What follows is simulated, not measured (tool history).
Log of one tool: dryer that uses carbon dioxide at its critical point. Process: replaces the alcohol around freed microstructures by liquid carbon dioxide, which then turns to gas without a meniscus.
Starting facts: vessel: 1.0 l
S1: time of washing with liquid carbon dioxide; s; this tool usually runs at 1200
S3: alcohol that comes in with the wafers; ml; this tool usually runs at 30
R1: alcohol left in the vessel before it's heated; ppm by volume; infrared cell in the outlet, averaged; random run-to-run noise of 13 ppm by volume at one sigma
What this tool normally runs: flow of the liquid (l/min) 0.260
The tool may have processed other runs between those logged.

Run 1, hour 0.0: usual settings. Result: R1 803 ppm by volume.
Run 2, hour 24.7: usual settings. Result: R1 864 ppm by volume.
Run 3, hour 53.6: usual settings. Result: R1 865 ppm by volume.
Run 4, hour 81.3: usual settings. Result: R1 915 ppm by volume.
Run 5, hour 109.6: usual settings. Result: R1 922 ppm by volume.
Run 6, hour 133.5: usual settings. Result: R1 986 ppm by volume.
Run 7, hour 174.1: usual settings. Result: R1 988 ppm by volume.
Run 8, hour 198.6: usual settings but S1 1440 s, flow of the liquid (l/min) 0.346, S3 35 ml. Result: R1 184 ppm by volume.
Run 9, hour 227.6: usual settings but S1 780 s, S3 27 ml. Result: R1 3045 ppm by volume.
Run 10, hour 255.2: usual settings but S1 1500 s, S3 73 ml. Result: R1 1100 ppm by volume.

Difference, measured minus no-hidden-state, one row per run. Run-to-run variation is common to both terms; the gauge's own scatter need not be:
What the log doesn't record here: flow that reaches the vessel past the clogged filter, %; alcohol in the recycled carbon dioxide, ppm; drift of the gauge itself on alcohol_ppm, %.
run    R1
  1   +32
  2   +55
  3   +79
  4  +109
  5  +134
  6  +163
  7  +201
  8   +78
  9  +486
 10  +349
